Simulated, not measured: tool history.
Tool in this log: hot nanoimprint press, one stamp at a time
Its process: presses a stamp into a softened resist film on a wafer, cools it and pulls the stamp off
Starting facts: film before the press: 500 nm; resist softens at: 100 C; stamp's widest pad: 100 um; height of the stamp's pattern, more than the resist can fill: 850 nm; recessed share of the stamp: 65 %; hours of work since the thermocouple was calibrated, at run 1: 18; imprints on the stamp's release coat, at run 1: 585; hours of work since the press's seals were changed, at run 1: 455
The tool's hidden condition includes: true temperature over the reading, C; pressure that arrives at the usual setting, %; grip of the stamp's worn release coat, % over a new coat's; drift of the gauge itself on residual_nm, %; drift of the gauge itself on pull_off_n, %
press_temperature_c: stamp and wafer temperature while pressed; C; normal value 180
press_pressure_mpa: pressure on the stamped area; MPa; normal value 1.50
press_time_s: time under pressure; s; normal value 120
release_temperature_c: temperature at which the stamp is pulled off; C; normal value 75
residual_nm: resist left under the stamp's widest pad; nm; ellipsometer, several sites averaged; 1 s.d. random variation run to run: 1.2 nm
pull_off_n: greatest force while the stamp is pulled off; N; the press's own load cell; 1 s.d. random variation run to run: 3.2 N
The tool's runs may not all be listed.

run   hour  press_temperature_c  press_pressure_mpa  press_time_s  release_temperature_c  hours of work since the thermocouple was calibrated  imprints on the stamp's release coat  hours of work since the press's seals were changed  residual_nm  pull_off_n
  1    0.0                  180                1.50           120                     75                                                   18                                   585                                                 455        180.7         168
  2   40.3                  180                1.50           100                     75                                                   44                                   707                                                 481        198.8         170
  3   75.8                  180                1.50           120                     75                                                   66                                   815                                                 503        184.8         167
      92.6  -- press's hydraulic seals changed and the load cell set to zero
  4  117.8                  180                1.50           120                     75                                                   88                                   918                                                  16        181.9         179
  5  146.9                  180                1.50           120                     75                                                  106                                  1007                                                  34        182.3         180
  6  184.1                  180                1.50           120                     75                                                  130                                  1120                                                  58        183.1         188
     189.8  -- plate thermocouple calibrated
  7  226.9                  180                1.50           120                     75                                                   24                                  1241                                                  83        184.1         183
  8  252.8                  180                1.50           120                     75                                                   40                                  1319                                                 100        185.9         192
  9  300.5                  180                1.50           120                     75                                                   70                                  1464                                                 130        189.1         192
 10  327.5                  180                1.50           120                     75                                                   87                                  1547                                                 147        184.2         188
 11  355.8                  175                1.50           120                     73                                                  105                                  1632                                                 165        233.6         211
 12  390.7                  175                1.50           120                     73                                                  127                                  1738                                                 187        237.7         207
 13  413.8                  179                1.50           120                     75                                                  142                                  1809                                                 202        198.4         207
 14  442.1                  172                1.50           120                     61                                                  160                                  1895                                                 220        269.6         281
 15  472.3                  190                1.50           199                     66                                                  179                                  1987                                                 239         96.1         248
     480.2  -- plate thermocouple calibrated, once more
     488.5  -- stamp cleaned and given a new release coat
 16  510.2                  190                1.50           199                     66                                                   15                                    66                                                 257         92.2         193
 17  543.6                  180                1.68           154                     62                                                   36                                   168                                                 278        154.9         206
 18  578.4                  173                1.08           139                     80                                                   58                                   274                                                 300        267.6         143
 19  610.8                  170                1.50           120                     63                                                   79                                   372                                                 321        284.7         212
 20  648.1                  170                0.95           120                     63                                                  103                                   486                                                 344        334.2         210

5 ways to go on from here, each from the tool as it stands after run 20. What would each give?
  A  674.5                  177                1.46           120                     75                                                  119                                   566                                                 361            ?           ?
  B  674.5                  180                0.95            99                     73                                                  119                                   566                                                 361            ?           ?
  C  674.5                  180                1.69           120                     75                                                  119                                   566                                                 361            ?           ?
  D  674.5                  170                2.28           120                     72                                                  119                                   566                                                 361            ?           ?
  E  674.5                  182                1.50            81                     75                                                  119                                   566                                                 361            ?           ?

run  residual_nm  pull_off_n
  A        213.0         164
  B        245.2         182
  C        174.8         166
  D        246.0         173
  E        199.4         171
Take away the tool's hidden state, keep each run's random variation, and the runs would have read:
run  residual_nm  pull_off_n
  A        205.9         148
  B        238.7         164
  C        168.4         151
  D        236.3         157
  E        192.8         154
